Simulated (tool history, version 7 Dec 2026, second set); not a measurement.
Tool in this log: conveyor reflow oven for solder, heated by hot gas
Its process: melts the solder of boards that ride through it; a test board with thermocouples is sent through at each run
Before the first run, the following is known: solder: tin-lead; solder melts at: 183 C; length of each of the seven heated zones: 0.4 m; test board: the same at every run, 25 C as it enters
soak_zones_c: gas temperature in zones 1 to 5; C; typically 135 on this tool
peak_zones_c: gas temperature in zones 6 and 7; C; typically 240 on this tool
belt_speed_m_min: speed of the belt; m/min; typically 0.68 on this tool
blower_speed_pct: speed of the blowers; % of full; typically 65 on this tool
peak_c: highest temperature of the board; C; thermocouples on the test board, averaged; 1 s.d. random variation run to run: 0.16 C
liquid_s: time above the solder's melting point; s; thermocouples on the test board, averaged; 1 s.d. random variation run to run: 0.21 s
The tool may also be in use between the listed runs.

Run 1, day 0: usual settings. Result: peak_c 224.4 C, liquid_s 57.7 s.
Run 2, day 0.629: usual settings. Result: peak_c 224.6 C, liquid_s 57.7 s.
Run 3, day 0.946: usual settings. Result: peak_c 224.3 C, liquid_s 57.9 s.
Run 4, day 1.4: usual settings. Result: peak_c 224.2 C, liquid_s 58.2 s.
Run 5, day 1.704: usual settings but soak_zones_c 148 C. Result: peak_c 226.5 C, liquid_s 63.1 s.
Run 6, day 2.246: usual settings but soak_zones_c 148 C. Result: peak_c 226.5 C, liquid_s 63.6 s.
Run 7, day 2.617: usual settings. Result: peak_c 224.4 C, liquid_s 57.5 s.
At day 2.867: flux residue cleaned out of gas plates and filters.
Run 8, day 3.429: usual settings. Result: peak_c 224.4 C, liquid_s 57.7 s.
Run 9, day 3.796: usual settings. Result: peak_c 224.4 C, liquid_s 57.7 s.
Run 10, day 4.529: usual settings. Result: peak_c 224.6 C, liquid_s 57.4 s.
Run 11, day 5.233: usual settings. Result: peak_c 224.1 C, liquid_s 57.5 s.
Run 12, day 5.567: usual settings. Result: peak_c 224.1 C, liquid_s 57.4 s.
Run 13, day 5.896: usual settings but peak_zones_c 248 C, belt_speed_m_min 0.563 m/min, blower_speed_pct 52 % of full. Result: peak_c 233.8 C, liquid_s 76.1 s.
Run 14, day 6.442: usual settings but peak_zones_c 248 C, belt_speed_m_min 0.563 m/min, blower_speed_pct 52 % of full. Result: peak_c 233.8 C, liquid_s 76.2 s.
At day 6.696: flux residue cleaned out of gas plates and filters, once more.
Run 15, day 7.15: usual settings but blower_speed_pct 85 % of full. Result: peak_c 229.5 C, liquid_s 61.4 s.
Run 16, day 7.662: usual settings but soak_zones_c 133 C, blower_speed_pct 85 % of full. Result: peak_c 229 C, liquid_s 60.9 s.
Run 17, day 7.988: usual settings but soak_zones_c 133 C, blower_speed_pct 85 % of full. Result: peak_c 229.1 C, liquid_s 60.7 s.
Run 18, day 8.7: usual settings but soak_zones_c 133 C, blower_speed_pct 85 % of full. Result: peak_c 229.1 C, liquid_s 60.4 s.
Run 19, day 9.288: usual settings but soak_zones_c 133 C, blower_speed_pct 85 % of full. Result: peak_c 229 C, liquid_s 60.7 s.
Run 20, day 9.792: usual settings but blower_speed_pct 79 % of full. Result: peak_c 228 C, liquid_s 60.4 s.
Run 21, day 10.417: usual settings but soak_zones_c 141 C, peak_zones_c 248 C, blower_speed_pct 84 % of full. Result: peak_c 237.3 C, liquid_s 66.4 s.
Run 22, day 10.804: usual settings but belt_speed_m_min 0.632 m/min, blower_speed_pct 66 % of full. Result: peak_c 226.9 C, liquid_s 64.1 s.
Run 23, day 11.308: usual settings but belt_speed_m_min 0.632 m/min, blower_speed_pct 66 % of full. Result: peak_c 227.4 C, liquid_s 64.5 s.

Hidden state or all else? Some run-to-run changes of peak_c, split into what the settings, what came in and random variation would give without the hidden state, and what is left for the hidden state (with any gauge scatter that isn't in both results):
Hidden state at play: heat that the gas passes to the board, % of a clean oven's; belt's true speed, % of the reading; true gas temperature in zones 6 and 7 over the reading, C; drift of the gauge itself on peak_c, C; drift of the gauge itself on liquid_s, %.
Run 12 -> 13: peak_zones_c 240 -> 248, belt_speed_m_min 0.68 -> 0.563, blower_speed_pct 65 -> 52. peak_c +9.7 C: hidden state +0.2, all else +9.5.
Run 14 -> 15: peak_zones_c 248 -> 240, belt_speed_m_min 0.563 -> 0.68, blower_speed_pct 52 -> 85, flux residue cleaned out of gas plates and filters, once more. peak_c -4.3 C: hidden state +0.3, all else -4.6.
Run 21 -> 22: soak_zones_c 141 -> 135, peak_zones_c 248 -> 240, belt_speed_m_min 0.68 -> 0.632, blower_speed_pct 84 -> 66. peak_c -10.4 C: hidden state +0, all else -10.4.
